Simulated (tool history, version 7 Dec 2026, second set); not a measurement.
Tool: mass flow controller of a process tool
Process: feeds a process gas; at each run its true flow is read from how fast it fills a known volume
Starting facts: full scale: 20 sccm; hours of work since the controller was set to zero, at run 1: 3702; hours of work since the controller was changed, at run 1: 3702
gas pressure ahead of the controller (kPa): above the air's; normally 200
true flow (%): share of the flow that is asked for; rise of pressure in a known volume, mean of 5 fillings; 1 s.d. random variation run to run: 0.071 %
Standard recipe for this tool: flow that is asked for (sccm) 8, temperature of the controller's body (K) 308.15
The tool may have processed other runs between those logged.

run	hour	flow that is asked for (sccm)	gas pressure ahead of the controller (kPa)	temperature of the controller's body (K)	hours of work since the controller was set to zero	hours of work since the controller was changed	true flow (%)
1	0.0	8	200	308.15	3702	3702	99.98
2	470.3	8	200	308.15	3892	3892	100.20
3	789.5	8	200	308.15	4021	4021	100.06
4	1215.8	8	200	301.15	4194	4194	99.29
5	1585.7	8	200	301.15	4343	4343	99.28
6	1855.3	8	200	301.15	4452	4452	99.32
7	2126.9	8	200	309.15	4562	4562	100.23
8	2569.8	8	192	308.15	4741	4741	100.32
9	3063.5	8	192	308.15	4940	4940	100.20
10	3387.7	8	192	308.15	5071	5071	100.26
11	3712.0	8	192	308.15	5202	5202	100.02
12	3985.1	8	192	308.15	5312	5312	100.26
13	4294.3	5	145	307.15	5437	5437	100.81
14	4804.2	5	227	300.15	5643	5643	99.43
15	5296.7	3	199	304.15	5842	5842	101.30
16	5806.4	2	183	301.15	6048	6048	103.09
17	6281.9	5	259	298.15	6240	6240	99.12
18	6719.3	8	170	301.15	6417	6417	99.52
19	6983.0	8	170	301.15	6524	6524	99.55
20	7290.2	3	238	308.15	6648	6648	101.83
21	7776.7	11	145	309.15	6844	6844	100.59
22	8201.8	11	145	309.15	7016	7016	100.68

Pick out some run-to-run changes in true flow (%). Of each, how much would a tool without hidden state show as well, from the settings, what came in and chance, and how much is left for the hidden state and any gauge scatter not in both results compared?
The hidden state here: flow at rest that the sensor doesn't see, % of full scale; true flow over the shown one, %; drift of the gauge itself on true_pct, %.
Run 16 -> 17: flow that is asked for (sccm) 2 -> 5, gas pressure ahead of the controller (kPa) 183 -> 259, temperature of the controller's body (K) 301.15 -> 298.15. true flow (%) -3.97: hidden state -3.44, all else -0.53.
Run 19 -> 20: flow that is asked for (sccm) 8 -> 3, gas pressure ahead of the controller (kPa) 170 -> 238, temperature of the controller's body (K) 301.15 -> 308.15. true flow (%) +2.28: hidden state +2.62, all else -0.34.
Run 20 -> 21: flow that is asked for (sccm) 3 -> 11, gas pressure ahead of the controller (kPa) 238 -> 145, temperature of the controller's body (K) 308.15 -> 309.15. true flow (%) -1.24: hidden state -3.05, all else +1.81.
